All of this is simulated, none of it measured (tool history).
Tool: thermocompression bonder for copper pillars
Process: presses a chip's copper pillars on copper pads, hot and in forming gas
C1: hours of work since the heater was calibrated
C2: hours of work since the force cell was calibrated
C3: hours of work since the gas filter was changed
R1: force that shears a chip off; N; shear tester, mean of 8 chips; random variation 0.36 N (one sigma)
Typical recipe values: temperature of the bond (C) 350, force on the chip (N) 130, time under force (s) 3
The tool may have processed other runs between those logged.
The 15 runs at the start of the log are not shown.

Run 16, hour 885.1: usual settings but force on the chip (N) 116; C1 1183; C2 952; C3 237. Result: R1 66.8 N.
Run 17, hour 941.8: usual settings but force on the chip (N) 116; C1 1222; C2 992; C3 276. Result: R1 66.2 N.
Run 18, hour 991.6: usual settings; C1 1256; C2 1026; C3 310. Result: R1 72.1 N.
At hour 1021.6: heater calibrated with a thermocouple chip.
Run 19, hour 1029.6: usual settings but time under force (s) 5; C1 5; C2 1051; C3 335. Result: R1 80.7 N.
Run 20, hour 1097.5: usual settings but temperature of the bond (C) 341, force on the chip (N) 106; C1 52; C2 1097; C3 381. Result: R1 54 N.
Run 21, hour 1144.4: usual settings but temperature of the bond (C) 331, force on the chip (N) 151; C1 84; C2 1130; C3 414. Result: R1 67.3 N.
At hour 1165.6: forming gas filter changed.
Run 22, hour 1192.9: usual settings but temperature of the bond (C) 322, force on the chip (N) 155, time under force (s) 4; C1 117; C2 1163; C3 19. Result: R1 75.4 N.
Run 23, hour 1226.9: usual settings but temperature of the bond (C) 322, force on the chip (N) 155, time under force (s) 4; C1 141; C2 1186; C3 42. Result: R1 75.6 N.
Run 24, hour 1301.6: usual settings but temperature of the bond (C) 337, force on the chip (N) 155; C1 192; C2 1237; C3 94. Result: R1 75.8 N.
Run 25, hour 1348.3: usual settings but temperature of the bond (C) 342, force on the chip (N) 94, time under force (s) 2; C1 224; C2 1270; C3 126. Result: R1 43.1 N.
Run 26, hour 1396.7: usual settings but temperature of the bond (C) 336, force on the chip (N) 191, time under force (s) 9; C1 258; C2 1303; C3 159. Result: R1 113.5 N.
Run 27, hour 1445.2: usual settings but temperature of the bond (C) 377, force on the chip (N) 104; C1 291; C2 1336; C3 192. Result: R1 70.4 N.
Run 28, hour 1482.8: usual settings but temperature of the bond (C) 378, time under force (s) 4; C1 317; C2 1362; C3 218. Result: R1 90.9 N.
Run 29, hour 1548: usual settings but temperature of the bond (C) 327, force on the chip (N) 102, time under force (s) 2; C1 362; C2 1407; C3 263. Result: R1 40.5 N.

Run 30 has not been measured yet. What should we expect?
Run 30, hour 1603.3: usual settings but temperature of the bond (C) 327, force on the chip (N) 102, time under force (s) 2; C1 400; C2 1445; C3 301. Result: R1 ?.

{"run 30": {"R1": 40.3}}
Minus the tool's unlogged condition, the same run would have read R1 39.9 N.

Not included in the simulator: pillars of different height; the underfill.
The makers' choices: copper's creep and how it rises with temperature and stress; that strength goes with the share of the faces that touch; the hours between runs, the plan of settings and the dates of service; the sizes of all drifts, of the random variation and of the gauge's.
